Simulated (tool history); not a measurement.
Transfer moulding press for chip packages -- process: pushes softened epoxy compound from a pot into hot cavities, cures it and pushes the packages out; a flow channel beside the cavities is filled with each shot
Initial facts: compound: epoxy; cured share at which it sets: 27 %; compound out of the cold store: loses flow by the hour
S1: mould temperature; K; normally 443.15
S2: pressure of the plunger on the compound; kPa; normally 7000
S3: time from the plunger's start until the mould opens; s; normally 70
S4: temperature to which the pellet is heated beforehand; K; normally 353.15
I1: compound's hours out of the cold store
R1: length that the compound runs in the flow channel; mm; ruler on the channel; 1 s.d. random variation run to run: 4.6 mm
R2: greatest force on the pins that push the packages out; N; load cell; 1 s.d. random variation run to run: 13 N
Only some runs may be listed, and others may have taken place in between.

Run 1, hour 0.0: usual settings; I1 24.7. Result: R1 888 mm, R2 948 N.
Run 2, hour 10.0: usual settings; I1 22.5. Result: R1 895 mm, R2 1023 N.
Run 3, hour 16.0: usual settings; I1 19.7. Result: R1 911 mm, R2 1029 N.
Run 4, hour 22.7: usual settings; I1 18.1. Result: R1 910 mm, R2 1081 N.
At hour 26.6: cavities cleaned with cleaning compound and waxed.
Run 5, hour 33.3: usual settings; I1 28.3. Result: R1 871 mm, R2 688 N.
Run 6, hour 42.1: usual settings but S4 355.15 K; I1 46.0. Result: R1 791 mm, R2 760 N.
Run 7, hour 48.1: usual settings but S4 355.15 K; I1 22.7. Result: R1 883 mm, R2 876 N.
Run 8, hour 57.9: usual settings but S4 355.15 K; I1 21.6. Result: R1 899 mm, R2 922 N.
Run 9, hour 65.3: usual settings but S2 6230 kPa; I1 29.5. Result: R1 805 mm, R2 984 N.
At hour 73.4: plunger's sealing rings changed.
Run 10, hour 77.2: usual settings but S2 6230 kPa; I1 35.1. Result: R1 831 mm, R2 1013 N.
At hour 80.3: cavities cleaned with cleaning compound and waxed.
Run 11, hour 87.0: usual settings; I1 34.1. Result: R1 881 mm, R2 697 N.
Run 12, hour 98.4: usual settings; I1 27.5. Result: R1 913 mm, R2 815 N.
Run 13, hour 107.3: usual settings but S2 7270 kPa; I1 8.1. Result: R1 1036 mm, R2 981 N.
Run 14, hour 115.9: usual settings but S2 7270 kPa; I1 44.7. Result: R1 854 mm, R2 922 N.
Run 15, hour 128.7: usual settings but S2 8050 kPa, S3 92 s, S4 360.15 K; I1 37.8. Result: R1 917 mm, R2 724 N.
At hour 131.0: cavities cleaned with cleaning compound and waxed.
Run 16, hour 136.8: usual settings but S1 446.15 K, S2 6620 kPa, S3 57 s, S4 355.15 K; I1 37.0. Result: R1 837 mm, R2 888 N.
Run 17, hour 147.4: usual settings but S1 446.15 K, S2 6620 kPa, S3 57 s, S4 350.15 K; I1 28.1. Result: R1 875 mm, R2 1083 N.
Run 18, hour 159.4: usual settings but S1 446.15 K, S2 6620 kPa, S3 57 s, S4 350.15 K; I1 35.0. Result: R1 837 mm, R2 1183 N.
Run 19, hour 168.6: usual settings but S3 88 s, S4 360.15 K; I1 13.0. Result: R1 972 mm, R2 722 N.
Run 20, hour 175.0: usual settings but S3 88 s, S4 360.15 K; I1 44.5. Result: R1 825 mm, R2 758 N.
At hour 182.1: cavities cleaned with cleaning compound and waxed.
Run 21, hour 182.1: usual settings but S1 446.15 K, S2 5250 kPa, S4 351.15 K; I1 25.6. Result: R1 783 mm, R2 551 N.
Run 22, hour 194.1: usual settings but S2 8450 kPa, S3 71 s; I1 40.3. Result: R1 935 mm, R2 728 N.
Run 23, hour 205.7: usual settings but S2 8450 kPa, S3 71 s; I1 32.0. Result: R1 975 mm, R2 871 N.
Run 24, hour 215.4: usual settings but S2 8450 kPa, S3 71 s; I1 17.4. Result: R1 1045 mm, R2 957 N.
Run 25, hour 226.1: usual settings but S2 5290 kPa, S4 354.15 K; I1 17.3. Result: R1 825 mm, R2 1059 N.
At hour 233.1: cavities cleaned with cleaning compound and waxed.
Run 26, hour 237.2: usual settings but S2 5290 kPa, S4 354.15 K; I1 28.6. Result: R1 780 mm, R2 693 N.
Run 27, hour 248.4: usual settings but S1 448.15 K, S4 351.15 K; I1 26.0. Result: R1 878 mm, R2 631 N.

What will run 28 give?
Run 28, hour 258.3: usual settings but S1 448.15 K, S4 351.15 K; I1 13.4. Result: R1 ?, R2 ?.

{"run 28": {"R1": 942, "R2": 752}}
With the hidden condition absent and the run-to-run variation left alone, this run would have shown R1 965 mm, R2 506 N.
